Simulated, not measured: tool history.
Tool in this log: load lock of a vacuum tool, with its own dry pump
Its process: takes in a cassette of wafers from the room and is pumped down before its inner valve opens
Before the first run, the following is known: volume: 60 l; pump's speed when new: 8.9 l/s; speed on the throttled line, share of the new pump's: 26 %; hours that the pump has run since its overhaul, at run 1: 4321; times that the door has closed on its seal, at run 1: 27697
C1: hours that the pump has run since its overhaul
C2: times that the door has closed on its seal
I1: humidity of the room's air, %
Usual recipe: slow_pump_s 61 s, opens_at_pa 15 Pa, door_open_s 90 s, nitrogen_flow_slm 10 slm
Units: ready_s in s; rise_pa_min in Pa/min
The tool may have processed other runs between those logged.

Run 1, hour 0: usual settings; C1 4321; C2 27697; I1 48.5. Result: ready_s 108.1 s, rise_pa_min 0.522 Pa/min.
Run 2, hour 96.3: usual settings; C1 4417; C2 27977; I1 45.6. Result: ready_s 108.4 s, rise_pa_min 0.524 Pa/min.
Run 3, hour 257.4: usual settings but nitrogen_flow_slm 6 slm; C1 4578; C2 28446; I1 41.4. Result: ready_s 108.2 s, rise_pa_min 0.544 Pa/min.
Run 4, hour 399.5: usual settings; C1 4720; C2 28860; I1 49.6. Result: ready_s 107.9 s, rise_pa_min 0.553 Pa/min.
At hour 425.1: door's seal changed, seat wiped.
Run 5, hour 512.5: usual settings; C1 4832; C2 255; I1 41.8. Result: ready_s 107.4 s, rise_pa_min 0.039 Pa/min.
Run 6, hour 646.3: usual settings; C1 4965; C2 644; I1 43.6. Result: ready_s 108.8 s, rise_pa_min 0.045 Pa/min.
Run 7, hour 751.8: usual settings but door_open_s 180 s; C1 5071; C2 951; I1 45.5. Result: ready_s 108.1 s, rise_pa_min 0.073 Pa/min.
Run 8, hour 854.5: usual settings but door_open_s 180 s; C1 5174; C2 1250; I1 46.3. Result: ready_s 109.4 s, rise_pa_min 0.076 Pa/min.
Run 9, hour 952.9: usual settings; C1 5272; C2 1537; I1 41.7. Result: ready_s 109.1 s, rise_pa_min 0.051 Pa/min.
Run 10, hour 1117.3: usual settings; C1 5436; C2 2015; I1 45.7. Result: ready_s 109 s, rise_pa_min 0.044 Pa/min.
Run 11, hour 1208.2: usual settings but door_open_s 42 s; C1 5527; C2 2280; I1 44.4. Result: ready_s 108.6 s, rise_pa_min 0.037 Pa/min.
Run 12, hour 1332.8: usual settings but door_open_s 42 s; C1 5652; C2 2643; I1 45.6. Result: ready_s 109.7 s, rise_pa_min 0.041 Pa/min.
Run 13, hour 1465.8: usual settings but door_open_s 42 s; C1 5785; C2 3030; I1 44.9. Result: ready_s 109.2 s, rise_pa_min 0.043 Pa/min.
Run 14, hour 1578.1: usual settings but door_open_s 42 s; C1 5897; C2 3357; I1 45.2. Result: ready_s 109.2 s, rise_pa_min 0.05 Pa/min.
Run 15, hour 1673.9: usual settings but door_open_s 42 s; C1 5993; C2 3636; I1 44.1. Result: ready_s 109.8 s, rise_pa_min 0.046 Pa/min.
Run 16, hour 1783.6: usual settings but door_open_s 42 s; C1 6103; C2 3956; I1 45.2. Result: ready_s 109 s, rise_pa_min 0.053 Pa/min.
Run 17, hour 1900.3: usual settings but door_open_s 42 s; C1 6219; C2 4296; I1 45.1. Result: ready_s 109.5 s, rise_pa_min 0.054 Pa/min.
Run 18, hour 1999.9: usual settings but door_open_s 42 s; C1 6319; C2 4585; I1 43.1. Result: ready_s 110.9 s, rise_pa_min 0.052 Pa/min.
Run 19, hour 2114.4: usual settings; C1 6433; C2 4919; I1 43.7. Result: ready_s 109.9 s, rise_pa_min 0.078 Pa/min.
Run 20, hour 2225.3: usual settings; C1 6544; C2 5242; I1 43.3. Result: ready_s 109.8 s, rise_pa_min 0.078 Pa/min.
Run 21, hour 2337.4: usual settings but slow_pump_s 48 s, door_open_s 177 s; C1 6656; C2 5568; I1 46.4. Result: ready_s 100 s, rise_pa_min 0.108 Pa/min.
Run 22, hour 2494: usual settings but slow_pump_s 48 s, door_open_s 177 s, nitrogen_flow_slm 24 slm; C1 6813; C2 6024; I1 45.6. Result: ready_s 100.7 s, rise_pa_min 0.099 Pa/min.
Run 23, hour 2647.3: usual settings but slow_pump_s 48 s, opens_at_pa 12 Pa, door_open_s 147 s; C1 6966; C2 6471; I1 48.8. Result: ready_s 102.1 s, rise_pa_min 0.112 Pa/min.
Run 24, hour 2780.8: usual settings but slow_pump_s 66 s, opens_at_pa 13 Pa, door_open_s 147 s, nitrogen_flow_slm 33 slm; C1 7100; C2 6859; I1 43.8. Result: ready_s 115.4 s, rise_pa_min 0.095 Pa/min.
Run 25, hour 2933.1: usual settings but slow_pump_s 66 s, opens_at_pa 10 Pa, door_open_s 147 s, nitrogen_flow_slm 12 slm; C1 7252; C2 7303; I1 46.3. Result: ready_s 116.2 s, rise_pa_min 0.122 Pa/min.
Run 26, hour 3010.8: usual settings but slow_pump_s 66 s, opens_at_pa 10 Pa, door_open_s 147 s, nitrogen_flow_slm 12 slm; C1 7330; C2 7529; I1 42.4. Result: ready_s 116.2 s, rise_pa_min 0.12 Pa/min.
Run 27, hour 3087.5: usual settings but slow_pump_s 42 s, opens_at_pa 28 Pa, door_open_s 54 s, nitrogen_flow_slm 20 slm; C1 7407; C2 7753; I1 43.7. Result: ready_s 92.9 s, rise_pa_min 0.092 Pa/min.
Run 28, hour 3250.2: usual settings but slow_pump_s 85 s, opens_at_pa 28 Pa, nitrogen_flow_slm 15 slm; C1 7569; C2 8226; I1 43.8. Result: ready_s 123.8 s, rise_pa_min 0.11 Pa/min.
Run 29, hour 3420.9: usual settings but slow_pump_s 85 s, opens_at_pa 28 Pa, nitrogen_flow_slm 15 slm; C1 7740; C2 8723; I1 46.7. Result: ready_s 122.6 s, rise_pa_min 0.115 Pa/min.
Run 30, hour 3580.5: usual settings but slow_pump_s 101 s, opens_at_pa 20 Pa, door_open_s 140 s; C1 7900; C2 9188; I1 45.4. Result: ready_s 137.7 s, rise_pa_min 0.138 Pa/min.
Run 31, hour 3708.2: usual settings but slow_pump_s 101 s, opens_at_pa 19 Pa, door_open_s 39 s, nitrogen_flow_slm 36 slm; C1 8027; C2 9560; I1 42.3. Result: ready_s 137.8 s, rise_pa_min 0.105 Pa/min.
Run 32, hour 3868.9: usual settings but slow_pump_s 101 s, opens_at_pa 19 Pa, door_open_s 39 s, nitrogen_flow_slm 36 slm; C1 8188; C2 10028; I1 44. Result: ready_s 138.1 s, rise_pa_min 0.11 Pa/min.
Run 33, hour 4034.2: usual settings but slow_pump_s 101 s, opens_at_pa 27 Pa, door_open_s 39 s, nitrogen_flow_slm 16 slm; C1 8353; C2 10509; I1 45.8. Result: ready_s 134.3 s, rise_pa_min 0.119 Pa/min.
Run 34, hour 4154.8: usual settings but slow_pump_s 101 s, opens_at_pa 27 Pa, door_open_s 39 s, nitrogen_flow_slm 16 slm; C1 8474; C2 10860; I1 47.3. Result: ready_s 135.5 s, rise_pa_min 0.132 Pa/min.
Run 35, hour 4297.2: usual settings but slow_pump_s 54 s, opens_at_pa 21 Pa, door_open_s 116 s, nitrogen_flow_slm 19 slm; C1 8616; C2 11275; I1 42.1. Result: ready_s 104.1 s, rise_pa_min 0.146 Pa/min.
Run 36, hour 4466.7: usual settings but slow_pump_s 54 s, opens_at_pa 21 Pa, door_open_s 116 s, nitrogen_flow_slm 19 slm; C1 8786; C2 11768; I1 47.4. Result: ready_s 105 s, rise_pa_min 0.168 Pa/min.
Run 37, hour 4631.9: usual settings but door_open_s 123 s, nitrogen_flow_slm 6 slm; C1 8951; C2 12250; I1 44.4. Result: ready_s 112.6 s, rise_pa_min 0.187 Pa/min.

Alternative continuations, all from the tool just after run 37; predict every row:
Run A, hour 4753.4: usual settings but slow_pump_s 66 s, opens_at_pa 12 Pa, door_open_s 61 s, nitrogen_flow_slm 6 slm; C1 9072; C2 12603; I1 47.8. Result: ready_s ?, rise_pa_min ?.
Run B, hour 4753.4: usual settings but slow_pump_s 59 s, door_open_s 123 s, nitrogen_flow_slm 6 slm; C1 9072; C2 12603; I1 45.1. Result: ready_s ?, rise_pa_min ?.
Run C, hour 4753.4: usual settings but slow_pump_s 115 s, opens_at_pa 25 Pa; C1 9072; C2 12603; I1 46.1. Result: ready_s ?, rise_pa_min ?.
Run D, hour 4753.4: usual settings but slow_pump_s 120 s, opens_at_pa 11 Pa, door_open_s 123 s; C1 9072; C2 12603; I1 44.4. Result: ready_s ?, rise_pa_min ?.

run  ready_s  rise_pa_min
  A    116.6        0.177
  B    110.6        0.191
  C      146        0.184
  D    157.2        0.192
Had the tool no hidden state, the same runs would have come out as:
run  ready_s  rise_pa_min
  A    108.7        0.037
  B    102.7        0.052
  C    141.1        0.044
  D    151.7        0.052

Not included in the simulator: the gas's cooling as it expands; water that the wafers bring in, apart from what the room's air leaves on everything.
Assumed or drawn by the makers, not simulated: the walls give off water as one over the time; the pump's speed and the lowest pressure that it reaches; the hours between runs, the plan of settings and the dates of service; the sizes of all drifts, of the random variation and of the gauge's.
